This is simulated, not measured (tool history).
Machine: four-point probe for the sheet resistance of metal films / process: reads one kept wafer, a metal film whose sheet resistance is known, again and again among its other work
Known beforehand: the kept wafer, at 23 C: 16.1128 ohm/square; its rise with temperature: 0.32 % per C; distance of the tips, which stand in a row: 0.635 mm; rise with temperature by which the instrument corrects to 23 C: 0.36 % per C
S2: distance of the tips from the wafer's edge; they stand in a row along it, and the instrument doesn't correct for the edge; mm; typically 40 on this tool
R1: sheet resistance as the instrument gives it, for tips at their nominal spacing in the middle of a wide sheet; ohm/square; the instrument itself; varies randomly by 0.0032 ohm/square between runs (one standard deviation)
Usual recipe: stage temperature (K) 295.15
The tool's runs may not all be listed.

run 1 hour=0.0 | stage_temperature_(K)=295.15 S2=40 | R1=16.006504
run 2 hour=63.1 | stage_temperature_(K)=295.15 S2=40 | R1=16.003161
run 3 hour=125.3 | stage_temperature_(K)=295.15 S2=40 | R1=15.998053
run 4 hour=217.7 | stage_temperature_(K)=295.15 S2=40 | R1=16.003166
run 5 hour=324.3 | stage_temperature_(K)=295.15 S2=40 | R1=15.989697
run 6 hour=445.3 | stage_temperature_(K)=295.15 S2=40 | R1=15.981352
run 7 hour=548.8 | stage_temperature_(K)=301.15 S2=40 | R1=15.929984
run 8 hour=655.2 | stage_temperature_(K)=301.15 S2=40 | R1=15.929415
run 9 hour=762.5 | stage_temperature_(K)=295.15 S2=40 | R1=15.959043
-- hour=828.1 stage's thermometer calibrated
run 10 hour=843.7 | stage_temperature_(K)=295.15 S2=40 | R1=15.965075
run 11 hour=970.5 | stage_temperature_(K)=295.15 S2=40 | R1=15.958191
run 12 hour=1055.5 | stage_temperature_(K)=295.15 S2=14 | R1=15.963305
-- hour=1150.3 new probe head fitted
run 13 hour=1168.4 | stage_temperature_(K)=295.15 S2=9 | R1=16.178955
run 14 hour=1285.4 | stage_temperature_(K)=295.15 S2=7 | R1=16.201922
run 15 hour=1353.6 | stage_temperature_(K)=295.15 S2=7 | R1=16.193571
-- hour=1366.3 stage's thermometer calibrated, once more
run 16 hour=1468.2 | stage_temperature_(K)=295.15 S2=40 | R1=16.082779
run 17 hour=1536.3 | stage_temperature_(K)=292.15 S2=40 | R1=16.099432
run 18 hour=1642.4 | stage_temperature_(K)=292.15 S2=40 | R1=16.094126
run 19 hour=1781.2 | stage_temperature_(K)=292.15 S2=40 | R1=16.080252
run 20 hour=1871.6 | stage_temperature_(K)=292.15 S2=40 | R1=16.078803
run 21 hour=1987.9 | stage_temperature_(K)=293.15 S2=40 | R1=16.065986
run 22 hour=2122.3 | stage_temperature_(K)=295.15 S2=41 | R1=16.045949
run 23 hour=2239.9 | stage_temperature_(K)=295.15 S2=6 | R1=16.137902
run 24 hour=2357.9 | stage_temperature_(K)=298.15 S2=15 | R1=16.027129
run 25 hour=2449.9 | stage_temperature_(K)=295.15 S2=59 | R1=16.031972
run 26 hour=2588.2 | stage_temperature_(K)=303.15 S2=15 | R1=15.985656
run 27 hour=2652.7 | stage_temperature_(K)=292.15 S2=71 | R1=16.035974
run 28 hour=2777.7 | stage_temperature_(K)=292.15 S2=71 | R1=16.028303
run 29 hour=2845.0 | stage_temperature_(K)=292.15 S2=3 | R1=16.406185
run 30 hour=2908.0 | stage_temperature_(K)=292.15 S2=3 | R1=16.398533
run 31 hour=2973.7 | stage_temperature_(K)=291.15 S2=24 | R1=16.030390
run 32 hour=3087.6 | stage_temperature_(K)=291.15 S2=24 | R1=16.021873
run 33 hour=3187.9 | stage_temperature_(K)=291.15 S2=24 | R1=16.018312
run 34 hour=3274.8 | stage_temperature_(K)=298.15 S2=3 | R1=16.337292
run 35 hour=3354.6 | stage_temperature_(K)=300.15 S2=68 | R1=15.942438
run 36 hour=3489.3 | stage_temperature_(K)=300.15 S2=10 | R1=15.976722
run 37 hour=3614.1 | stage_temperature_(K)=300.15 S2=10 | R1=15.967574
run 38 hour=3732.0 | stage_temperature_(K)=300.15 S2=10 | R1=15.957111
run 39 hour=3796.0 | stage_temperature_(K)=297.15 S2=73 | R1=15.934909
run 40 hour=3903.4 | stage_temperature_(K)=301.15 S2=48 | R1=15.908598
run 41 hour=4042.0 | stage_temperature_(K)=304.15 S2=14 | R1=15.892143
-- hour=4070.4 new probe head fitted
-- hour=4107.5 stage's thermometer calibrated
run 42 hour=4148.6 | stage_temperature_(K)=291.15 S2=4 | R1=16.391923
run 43 hour=4264.1 | stage_temperature_(K)=295.15 S2=54 | R1=16.145100
run 44 hour=4350.2 | stage_temperature_(K)=295.15 S2=54 | R1=16.141459

3 options for the next run, each taken on its own from the tool as it stands now. Forecast them:
run A hour=4410.1 | stage_temperature_(K)=307.15 S2=74 | R1=?
run B hour=4410.1 | stage_temperature_(K)=305.15 S2=8 | R1=?
run C hour=4410.1 | stage_temperature_(K)=303.15 S2=37 | R1=?

run=A R1=16.059801
run=B R1=16.126949
run=C R1=16.082239
The same runs, with their run-to-run variation unchanged, on a tool lacking any hidden condition would have given:
run=A R1=16.046188
run=B R1=16.113270
run=C R1=16.068583
